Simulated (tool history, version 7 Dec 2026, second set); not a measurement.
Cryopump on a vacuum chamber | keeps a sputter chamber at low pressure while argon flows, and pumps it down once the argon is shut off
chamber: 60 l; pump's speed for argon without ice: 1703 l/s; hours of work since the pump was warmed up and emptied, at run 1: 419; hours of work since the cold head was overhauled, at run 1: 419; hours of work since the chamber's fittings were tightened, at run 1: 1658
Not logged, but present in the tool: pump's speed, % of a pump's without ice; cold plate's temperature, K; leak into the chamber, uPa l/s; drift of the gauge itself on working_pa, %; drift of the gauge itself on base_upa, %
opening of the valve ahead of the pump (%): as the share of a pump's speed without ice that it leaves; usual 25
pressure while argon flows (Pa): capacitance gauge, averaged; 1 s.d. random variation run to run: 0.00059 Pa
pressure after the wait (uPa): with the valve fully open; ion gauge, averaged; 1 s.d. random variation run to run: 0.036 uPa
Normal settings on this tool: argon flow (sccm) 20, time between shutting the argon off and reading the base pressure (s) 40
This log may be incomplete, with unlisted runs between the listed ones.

run,hour,argon flow (sccm),time between shutting the argon off and reading the base pressure (s),opening of the valve ahead of the pump (%),hours of work since the pump was warmed up and emptied,hours of work since the cold head was overhauled,hours of work since the chamber's fittings were tightened,pressure while argon flows (Pa),pressure after the wait (uPa)
1,0,20,40,25,419,419,1658,0.0843,4.65
# hour 22.9: pump warmed up, emptied and cooled again
2,55.7,20,40,25,27,461,1700,0.079,4.21
# hour 76.5: leaking fittings of the chamber tightened, without venting
3,83.7,20,40,25,48,482,6,0.0798,1.98
4,107.9,20,40,25,68,502,26,0.0798,2.07
5,132.9,20,40,25,89,523,46,0.0809,2.09
6,173.8,20,40,25,122,556,80,0.0806,2.1
7,199,20,22,25,143,577,101,0.081,3.53
8,249.6,20,22,47,185,619,142,0.044,3.71
9,303.3,20,22,47,229,663,186,0.0438,3.72
10,345.1,9,40,25,263,697,221,0.0374,2.38
11,398.7,9,143,25,307,741,265,0.0369,1.12
12,450.2,9,143,25,349,783,307,0.0374,1.18
13,490.6,9,143,25,382,817,340,0.0375,1.23
14,515.4,9,24,25,403,837,360,0.039,3.74
15,538.9,9,24,38,422,856,380,0.0251,3.84
# hour 555.9: pump warmed up, emptied and cooled again
16,575,20,40,22,16,882,405,0.0899,2.44
17,628.4,20,40,22,60,926,449,0.0907,2.56
18,669.1,25,25,25,93,959,483,0.1002,3.71
19,712.3,21,160,46,128,995,518,0.0467,1.34
20,740.7,9,198,17,152,1018,541,0.0538,1.29
21,763.8,11,136,18,171,1037,560,0.0617,1.47
22,811.9,11,251,33,210,1076,600,0.035,1.35
23,836.1,11,251,33,230,1096,620,0.0339,1.39
24,889.7,14,37,43,274,1140,664,0.0339,3.08
25,926.7,14,37,43,305,1171,694,0.0357,3.22
26,951.4,27,262,29,325,1191,714,0.0975,1.55
27,976,19,40,38,345,1211,735,0.0539,3.13
28,1022.3,18,83,46,383,1249,773,0.0433,2.29
29,1072.1,10,154,40,424,1290,814,0.0269,2.03
# hour 1087.5: pump warmed up, emptied and cooled again
30,1124.2,30,234,40,30,1329,852,0.0756,1.56
31,1169.3,30,35,40,67,1366,889,0.0765,3.42
32,1216.7,20,51,59,106,1405,928,0.0352,2.81
33,1240.1,20,51,59,125,1424,947,0.0354,2.96

Below are 4 alternative next runs, each starting from the tool's condition after run 33. Predict each:
A,1267.9,20,64,51,148,1447,970,?,?
B,1267.9,25,51,28,148,1447,970,?,?
C,1267.9,20,40,38,148,1447,970,?,?
D,1267.9,33,71,16,148,1447,970,?,?

run,pressure while argon flows (Pa),pressure after the wait (uPa)
A,0.0408,2.71
B,0.0911,2.96
C,0.0539,3.27
D,0.2074,2.54
What these runs would have given with no unlogged condition in the tool:
run,pressure while argon flows (Pa),pressure after the wait (uPa)
A,0.039,1.34
B,0.0889,1.6
C,0.0522,1.93
D,0.2046,1.18
